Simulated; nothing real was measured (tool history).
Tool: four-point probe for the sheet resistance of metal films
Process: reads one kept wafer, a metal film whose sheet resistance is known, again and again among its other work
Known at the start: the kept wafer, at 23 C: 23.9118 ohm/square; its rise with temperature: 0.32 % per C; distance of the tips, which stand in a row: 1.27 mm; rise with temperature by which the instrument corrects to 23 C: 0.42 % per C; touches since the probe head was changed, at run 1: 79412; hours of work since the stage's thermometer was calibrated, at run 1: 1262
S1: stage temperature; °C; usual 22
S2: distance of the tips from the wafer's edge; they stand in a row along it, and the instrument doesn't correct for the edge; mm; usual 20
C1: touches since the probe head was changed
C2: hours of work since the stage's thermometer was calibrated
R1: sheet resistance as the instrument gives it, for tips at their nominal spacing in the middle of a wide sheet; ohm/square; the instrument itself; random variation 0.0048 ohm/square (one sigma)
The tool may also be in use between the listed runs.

run   hour  S1  S2      C1    C2         R1
  1      0  22  20   79412  1262  23.969182
  2   42.3  32  20   82144  1293  23.723717
  3   79.5  22  20   84548  1321  23.948453
  4  111.8  22  20   86638  1345  23.948409
  5  142.8  22  20   88638  1368   23.94752
  6  177.6  22  20   90887  1394  23.947068
  7  207.6  22  20   92827  1416  23.955905
  8  227.7  22  20   94126  1431  23.946568
  9  263.3  22  20   96422  1458   23.94801
 10    291  33   5   98214  1478  24.432428
 11  330.6  33   4  100773  1508  24.842468
 12  370.1  33   4  103322  1537  24.838679

Run 13 comes next. What will it give?
 13  389.7  33   4  104589  1552   ?

R1: 24.845149 ohm/square
Without the tool's hidden state the same run would have given R1 24.897932 ohm/square.
